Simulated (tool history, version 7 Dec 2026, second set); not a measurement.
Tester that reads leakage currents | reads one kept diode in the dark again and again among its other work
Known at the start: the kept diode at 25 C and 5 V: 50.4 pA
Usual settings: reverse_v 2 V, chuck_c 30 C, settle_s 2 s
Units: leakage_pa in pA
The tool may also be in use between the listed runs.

run	day	reverse_v	chuck_c	settle_s	leakage_pa
1	0	2	30	2	44.17
2	1.142	9.92	30	2	109.86
3	3.35	2	30	9.64	44.31
4	5.179	2	30	2	44.18
5	6.621	2	30	2	43.94
6	8.829	2	30	2	44.28
7	9.825	2	30	2	44.34
8	11.525	2	30	2	44.15
9	13.779	2	30	2	44.34
10	15.962	2	30	2	43.8
11	17.75	2	30	2	44.3
12	19.462	2	30	2	43.99
13	21.279	2	30	2	44.34
# day 23.775: chuck's temperature calibrated
14	23.775	2	30	2	44.43
15	25.562	2	30	2	44.41
16	26.983	2	30	2	44.33
17	28.188	2	30	2	44.2
18	29.75	2	30	2	44.04
19	31.433	2	24	0.76	28.02
20	33.308	2	24	0.76	27.79
21	35.642	2	30	7.25	44.28
22	37.933	2	30	7.25	44.07
23	40.117	2.36	21	0.56	24.25
24	42.421	9.87	21	5.78	54.32
25	44.738	18.4	30	0.47	157.93
26	46.662	3.47	25	1.64	41.04
27	47.754	3.47	25	1.64	41.07
28	49.979	3.47	25	1.64	41.16
29	51.542	4.69	30	9.55	71.57
30	53.329	4.69	30	9.55	71.41
31	55.488	1.46	54	2	199.79
32	57.754	1.46	54	2	199.12
33	59.204	3.94	46	8.2	205.44
34	60.496	2	30	0.64	44
35	61.725	2	30	0.64	44.06

3 ways to go on from here, each from the tool as it stands after run 35. What would each give?
A	63.308	2	29	2	?
B	63.308	1.19	30	0.64	?
C	63.308	6.2	30	5.77	?

run	leakage_pa
A	40.92
B	33.07
C	83.9
Without the tool's hidden state the same runs would have given:
run	leakage_pa
A	40.9
B	33.06
C	83.82

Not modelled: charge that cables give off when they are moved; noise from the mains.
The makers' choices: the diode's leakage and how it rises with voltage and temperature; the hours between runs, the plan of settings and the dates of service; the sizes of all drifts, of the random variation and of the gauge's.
